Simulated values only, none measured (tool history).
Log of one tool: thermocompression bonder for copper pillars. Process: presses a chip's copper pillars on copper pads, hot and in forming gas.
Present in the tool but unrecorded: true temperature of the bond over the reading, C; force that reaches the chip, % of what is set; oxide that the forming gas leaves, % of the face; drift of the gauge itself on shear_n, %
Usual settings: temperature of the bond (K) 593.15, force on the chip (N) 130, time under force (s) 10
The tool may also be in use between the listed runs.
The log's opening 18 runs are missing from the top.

run    hour  temperature of the bond (K)  force on the chip (N)  time under force (s)  hours of work since the heater was calibrated  hours of work since the force cell was calibrated  hours of work since the gas filter was changed  force that shears a chip off (N)
 19   837.8                       620.15                    130                    10                                           1585                                                115                                             171                              48.2
 20   870.1                       593.15                    130                     6                                           1599                                                129                                             185                              29.8
 21   921.4                       593.15                     89                     8                                           1622                                                151                                             208                              27.9
 22   965.6                       600.15                    130                    20                                           1642                                                171                                             228                              50.2
     1017.2  -- forming gas filter changed
 23  1017.2                       593.15                     98                    10                                           1664                                                193                                               0                              32.9
 24  1072.1                       579.15                    125                    10                                           1688                                                218                                              24                              31.3
 25  1138.7                       579.15                    125                    10                                           1718                                                247                                              54                              31.2
 26  1192.3                       572.15                    125                    26                                           1741                                                271                                              77                              41.2
 27    1224                       579.15                     96                    10                                           1755                                                285                                              91                              27.3
     1231.9  -- heater calibrated with a thermocouple chip
 28  1274.3                       607.15                     92                    26                                             19                                                306                                             113                              48.7
 29  1332.1                       597.15                     79                    13                                             44                                                332                                             138                              32.1
 30  1377.2                       597.15                     79                    13                                             64                                                352                                             158                              31.7
 31  1406.4                       594.15                    146                    20                                             77                                                364                                             171                              47.5
 32  1455.6                       594.15                    146                    20                                             99                                                386                                             193                              46.6
 33    1501                       593.15                    130                    21                                            119                                                406                                             213                              44.9
 34    1566                       570.15                    103                    10                                            147                                                435                                             241                              22.2
     1583.7  -- forming gas filter changed
 35  1626.3                       602.15                    183                     7                                            174                                                461                                              19                              40.5
 36  1663.2                       593.15                     97                     8                                            190                                                478                                              35                              28.3
 37  1731.9                       593.15                     97                     8                                            221                                                508                                              65                              27.8
 38  1793.1                       593.15                    156                    16                                            248                                                535                                              92                              45.6
 39  1845.4                       593.15                    156                    16                                            271                                                558                                             116                              45.2
 40  1874.4                       593.15                    121                    26                                            283                                                571                                             128                              47.8

Here are 4 independent what-if runs from the current tool condition. What would each one return?
  A  1908.2                       599.15                     91                    16                                            298                                                586                                             143                                 ?
  B  1908.2                       616.15                    152                     8                                            298                                                586                                             143                                 ?
  C  1908.2                       598.15                    125                    21                                            298                                                586                                             143                                 ?
  D  1908.2                       616.15                    155                     7                                            298                                                586                                             143                                 ?

run  force that shears a chip off (N)
  A                              37.8
  B                                44
  C                                47
  D                              42.4
Without the tool's unlogged condition, the same runs would have read:
run  force that shears a chip off (N)
  A                              39.2
  B                              45.7
  C                              48.8
  D                                44
